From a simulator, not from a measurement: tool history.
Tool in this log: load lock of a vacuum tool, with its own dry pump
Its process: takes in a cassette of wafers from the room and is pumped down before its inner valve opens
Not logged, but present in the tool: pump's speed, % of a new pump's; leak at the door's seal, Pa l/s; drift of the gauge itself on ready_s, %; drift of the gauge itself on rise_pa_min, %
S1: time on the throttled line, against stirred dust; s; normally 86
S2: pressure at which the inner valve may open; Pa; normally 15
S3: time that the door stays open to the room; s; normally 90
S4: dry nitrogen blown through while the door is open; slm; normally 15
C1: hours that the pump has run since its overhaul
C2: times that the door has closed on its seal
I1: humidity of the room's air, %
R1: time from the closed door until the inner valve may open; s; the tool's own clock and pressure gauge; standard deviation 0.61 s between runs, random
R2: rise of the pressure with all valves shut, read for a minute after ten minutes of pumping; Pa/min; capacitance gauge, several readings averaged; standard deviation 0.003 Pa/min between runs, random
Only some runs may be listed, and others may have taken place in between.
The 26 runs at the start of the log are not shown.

run 27 day=158.108 | S1=126 S2=15 S3=90 S4=15 | C1=10747 C2=36653 | I1=45.6 | R1=175.4 R2=0.051
run 28 day=165.704 | S1=92 S2=15 S3=90 S4=15 | C1=10929 C2=37403 | I1=43.1 | R1=142.6 R2=0.046
run 29 day=169.346 | S1=92 S2=15 S3=90 S4=15 | C1=11017 C2=37762 | I1=48.2 | R1=144.2 R2=0.051
run 30 day=174.571 | S1=58 S2=15 S3=90 S4=15 | C1=11142 C2=38277 | I1=44.0 | R1=113.4 R2=0.046
run 31 day=182.846 | S1=86 S2=15 S3=31 S4=42 | C1=11341 C2=39094 | I1=42.6 | R1=138.4 R2=0.020
run 32 day=187.500 | S1=54 S2=15 S3=31 S4=9 | C1=11453 C2=39553 | I1=42.8 | R1=108.8 R2=0.029
run 33 day=191.733 | S1=54 S2=15 S3=31 S4=9 | C1=11554 C2=39971 | I1=41.6 | R1=109.5 R2=0.034
-- day=194.096 dry pump taken out, an overhauled one fitted
run 34 day=195.858 | S1=85 S2=21 S3=90 S4=23 | C1=42 C2=40353 | I1=45.5 | R1=135.1 R2=0.042
run 35 day=201.042 | S1=63 S2=19 S3=32 S4=26 | C1=167 C2=40865 | I1=46.7 | R1=115.7 R2=0.025
run 36 day=206.483 | S1=63 S2=19 S3=28 S4=8 | C1=297 C2=41402 | I1=45.5 | R1=116.7 R2=0.036

Each row is a separate what-if for the run after 36, all from the same tool condition, not one after another. Results?
run A day=210.904 | S1=63 S2=19 S3=41 S4=12 | C1=403 C2=41838 | I1=44.2 | R1=? R2=?
run B day=210.904 | S1=63 S2=19 S3=28 S4=7 | C1=403 C2=41838 | I1=42.8 | R1=? R2=?
run C day=210.904 | S1=63 S2=13 S3=31 S4=8 | C1=403 C2=41838 | I1=43.1 | R1=? R2=?
run D day=210.904 | S1=128 S2=16 S3=94 S4=15 | C1=403 C2=41838 | I1=51.6 | R1=? R2=?
run E day=210.904 | S1=84 S2=17 S3=28 S4=8 | C1=403 C2=41838 | I1=44.3 | R1=? R2=?

run=A R1=116.2 R2=0.036
run=B R1=116.2 R2=0.031
run=C R1=118.2 R2=0.030
run=D R1=176.2 R2=0.057
run=E R1=135.0 R2=0.030
Take away the tool's hidden state, keep each run's random variation, and the runs would have read:
run=A R1=116.2 R2=0.034
run=B R1=116.2 R2=0.029
run=C R1=118.2 R2=0.028
run=D R1=176.2 R2=0.055
run=E R1=135.0 R2=0.028

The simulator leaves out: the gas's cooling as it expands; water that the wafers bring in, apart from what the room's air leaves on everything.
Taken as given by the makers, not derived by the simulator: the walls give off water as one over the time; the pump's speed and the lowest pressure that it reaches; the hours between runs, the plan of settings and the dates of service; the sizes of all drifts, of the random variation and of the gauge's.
